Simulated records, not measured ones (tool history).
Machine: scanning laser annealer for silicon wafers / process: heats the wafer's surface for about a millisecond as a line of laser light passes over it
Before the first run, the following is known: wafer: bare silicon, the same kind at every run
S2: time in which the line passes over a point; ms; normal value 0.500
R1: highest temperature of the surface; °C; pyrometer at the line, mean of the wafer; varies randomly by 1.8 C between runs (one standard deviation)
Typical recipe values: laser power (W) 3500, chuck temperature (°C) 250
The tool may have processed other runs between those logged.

Run 1, hour 0.0: usual settings. Result: R1 1076 °C.
Run 2, hour 6.3: usual settings but chuck temperature (°C) 234. Result: R1 1057 °C.
Run 3, hour 15.9: usual settings but chuck temperature (°C) 234. Result: R1 1062 °C.
Run 4, hour 27.8: usual settings but S2 0.449 ms. Result: R1 1025 °C.
Run 5, hour 38.7: usual settings but S2 0.596 ms. Result: R1 1151 °C.
Run 6, hour 52.1: usual settings. Result: R1 1073 °C.
Run 7, hour 64.0: usual settings. Result: R1 1073 °C.
Run 8, hour 71.7: usual settings. Result: R1 1075 °C.
Run 9, hour 85.3: usual settings but laser power (W) 3410. Result: R1 1050 °C.
Run 10, hour 92.1: usual settings but laser power (W) 3410. Result: R1 1054 °C.
Run 11, hour 102.1: usual settings but laser power (W) 3410. Result: R1 1056 °C.
Run 12, hour 115.8: usual settings but chuck temperature (°C) 279. Result: R1 1098 °C.
Run 13, hour 122.4: usual settings. Result: R1 1073 °C.
Run 14, hour 128.3: usual settings but S2 0.375 ms. Result: R1 953 °C.
Run 15, hour 140.7: usual settings but S2 0.375 ms. Result: R1 956 °C.
Run 16, hour 154.1: usual settings but S2 0.450 ms. Result: R1 1023 °C.
Run 17, hour 164.5: usual settings but S2 0.450 ms. Result: R1 1028 °C.
Run 18, hour 178.8: usual settings but S2 0.450 ms. Result: R1 1025 °C.
Run 19, hour 192.1: usual settings but chuck temperature (°C) 285. Result: R1 1106 °C.
Run 20, hour 198.7: usual settings but S2 0.577 ms, chuck temperature (°C) 285. Result: R1 1171 °C.
Run 21, hour 210.4: usual settings but S2 0.577 ms, chuck temperature (°C) 285. Result: R1 1169 °C.
Run 22, hour 220.9: usual settings but S2 0.577 ms, chuck temperature (°C) 285. Result: R1 1171 °C.
Run 23, hour 233.3: usual settings but S2 0.549 ms, chuck temperature (°C) 228. Result: R1 1086 °C.
Run 24, hour 241.4: usual settings but S2 0.549 ms, chuck temperature (°C) 228. Result: R1 1089 °C.
Run 25, hour 247.8: usual settings but S2 0.459 ms, chuck temperature (°C) 267. Result: R1 1051 °C.
Run 26, hour 259.8: usual settings but S2 0.390 ms. Result: R1 969 °C.
Run 27, hour 266.3: usual settings but S2 0.619 ms, chuck temperature (°C) 217. Result: R1 1131 °C.
Run 28, hour 272.3: usual settings but laser power (W) 3050, S2 0.617 ms, chuck temperature (°C) 261. Result: R1 1066 °C.
Run 29, hour 285.6: usual settings but laser power (W) 3050, S2 0.617 ms, chuck temperature (°C) 261. Result: R1 1068 °C.
Run 30, hour 298.0: usual settings but laser power (W) 3050, S2 0.617 ms, chuck temperature (°C) 261. Result: R1 1065 °C.
Run 31, hour 312.1: usual settings but S2 0.476 ms, chuck temperature (°C) 219. Result: R1 1017 °C.
Run 32, hour 324.1: usual settings but laser power (W) 3298, S2 0.476 ms, chuck temperature (°C) 219. Result: R1 971 °C.
Run 33, hour 335.4: usual settings but laser power (W) 3298, S2 0.476 ms, chuck temperature (°C) 219. Result: R1 973 °C.
Run 34, hour 346.5: usual settings but laser power (W) 3298, S2 0.365 ms, chuck temperature (°C) 247. Result: R1 899 °C.
Run 35, hour 352.8: usual settings but laser power (W) 3298, S2 0.365 ms, chuck temperature (°C) 247. Result: R1 897 °C.
Run 36, hour 366.5: usual settings but laser power (W) 3835, S2 0.615 ms, chuck temperature (°C) 256. Result: R1 1245 °C.
Run 37, hour 379.5: usual settings but S2 0.562 ms, chuck temperature (°C) 279. Result: R1 1145 °C.
Run 38, hour 393.0: usual settings but S2 0.451 ms, chuck temperature (°C) 229. Result: R1 998 °C.
Run 39, hour 406.4: usual settings but S2 0.451 ms, chuck temperature (°C) 229. Result: R1 1002 °C.
Run 40, hour 419.7: usual settings but S2 0.451 ms, chuck temperature (°C) 229. Result: R1 1001 °C.
Run 41, hour 432.9: usual settings but laser power (W) 3565, S2 0.593 ms, chuck temperature (°C) 235. Result: R1 1140 °C.

Forecast each of these 4 alternatives for the next run:
Run A, hour 439.9: usual settings but laser power (W) 3565, S2 0.498 ms, chuck temperature (°C) 235. Result: R1 ?.
Run B, hour 439.9: usual settings but laser power (W) 3166, S2 0.369 ms, chuck temperature (°C) 276. Result: R1 ?.
Run C, hour 439.9: usual settings but laser power (W) 3638, S2 0.453 ms, chuck temperature (°C) 248. Result: R1 ?.
Run D, hour 439.9: usual settings but laser power (W) 3565, S2 0.611 ms, chuck temperature (°C) 288. Result: R1 ?.

run    R1
  A  1062
  B   909
  C  1046
  D  1209
Take away the tool's hidden state, keep each run's random variation, and the runs would have read:
run    R1
  A  1081
  B   923
  C  1065
  D  1230
